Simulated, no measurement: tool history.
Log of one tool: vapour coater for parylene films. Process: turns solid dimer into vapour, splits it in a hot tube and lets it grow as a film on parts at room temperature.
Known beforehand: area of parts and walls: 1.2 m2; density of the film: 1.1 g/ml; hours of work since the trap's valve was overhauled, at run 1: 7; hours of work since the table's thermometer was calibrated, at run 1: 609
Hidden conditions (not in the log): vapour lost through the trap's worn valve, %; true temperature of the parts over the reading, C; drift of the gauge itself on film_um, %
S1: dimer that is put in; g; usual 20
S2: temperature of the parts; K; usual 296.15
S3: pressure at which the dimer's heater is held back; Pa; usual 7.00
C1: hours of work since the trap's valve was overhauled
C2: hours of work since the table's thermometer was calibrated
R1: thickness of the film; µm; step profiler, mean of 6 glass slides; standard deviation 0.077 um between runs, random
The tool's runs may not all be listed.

run,hour,S1,S2,S3,C1,C2,R1
1,0.0,20,296.15,7.00,7,609,9.45
2,29.4,20,296.15,6.39,31,634,9.45
3,67.5,20,296.15,6.39,63,665,9.54
4,108.0,20,292.15,7.00,97,699,10.43
5,134.1,20,292.15,7.00,118,721,10.18
6,174.4,20,292.15,7.00,152,754,10.35
7,208.6,20,296.15,7.00,181,783,9.38
8,247.2,20,296.15,7.00,213,815,9.47
9,281.5,20,296.15,5.23,241,844,9.71
10,306.8,20,296.15,5.23,262,865,9.62
11,336.9,20,296.15,5.23,287,890,9.51
12,366.2,20,296.15,5.23,312,914,9.57
13,403.0,20,296.15,5.32,342,945,9.66
14,441.1,20,296.15,5.32,374,977,9.49
15,464.4,20,296.15,7.00,394,996,9.49
16,483.4,20,296.15,7.00,409,1012,9.37
17,521.8,20,296.15,7.00,441,1044,9.34
18,543.3,20,296.15,7.00,459,1062,9.28
19,580.3,20,293.15,7.00,490,1093,10.12
20,621.4,20,293.15,7.00,524,1127,9.96
21,641.8,20,293.15,7.00,541,1144,10.06
22,664.9,20,288.15,7.00,561,1163,11.25
23,697.4,20,288.15,7.00,588,1190,11.11
24,724.2,20,288.15,7.00,610,1213,11.22
25,762.2,19,292.15,9.29,642,1244,9.61
26,785.7,26,293.15,9.29,661,1264,12.80
27,811.3,20,300.15,3.23,683,1285,9.13
# hour 834.3: trap's valve overhauled
28,842.1,20,300.15,3.23,7,1307,9.27
29,864.2,20,300.15,3.23,25,1326,9.21
30,891.8,20,295.15,5.44,48,1349,9.75
31,923.4,20,306.15,6.66,74,1375,7.67
32,955.7,20,290.15,7.00,101,1402,10.80
33,987.9,33,291.15,3.78,128,1429,18.30
34,1019.4,33,291.15,3.78,154,1455,18.28
35,1042.2,9,290.15,2.50,173,1474,5.29
36,1076.6,9,290.15,2.50,202,1503,5.30
37,1120.1,8,290.15,2.60,238,1539,4.62
38,1141.9,8,292.15,2.12,256,1557,4.53
# hour 1149.7: table's thermometer calibrated
39,1181.2,21,304.15,7.26,288,26,8.28
40,1214.3,33,288.15,4.66,316,54,19.16
41,1241.7,33,288.15,6.80,339,77,18.51
42,1278.2,18,308.15,6.80,369,107,6.50
43,1304.3,9,298.15,3.70,391,129,4.27
44,1334.4,9,298.15,3.70,416,154,4.21
45,1361.2,17,296.15,6.46,438,176,8.03
46,1390.8,10,296.15,5.84,463,201,4.80
47,1413.2,22,299.15,4.76,482,220,10.01
48,1455.7,22,299.15,4.76,517,255,9.95

3 options for the next run, each taken on its own from the tool as it stands now. Forecast them:
A,1489.6,20,307.15,2.58,545,283,?
B,1489.6,29,292.15,9.06,545,283,?
C,1489.6,10,307.15,3.16,545,283,?

run,R1
A,8.05
B,14.42
C,3.95
With no hidden state in the tool, these same runs would have given:
run,R1
A,8.08
B,14.47
C,3.96
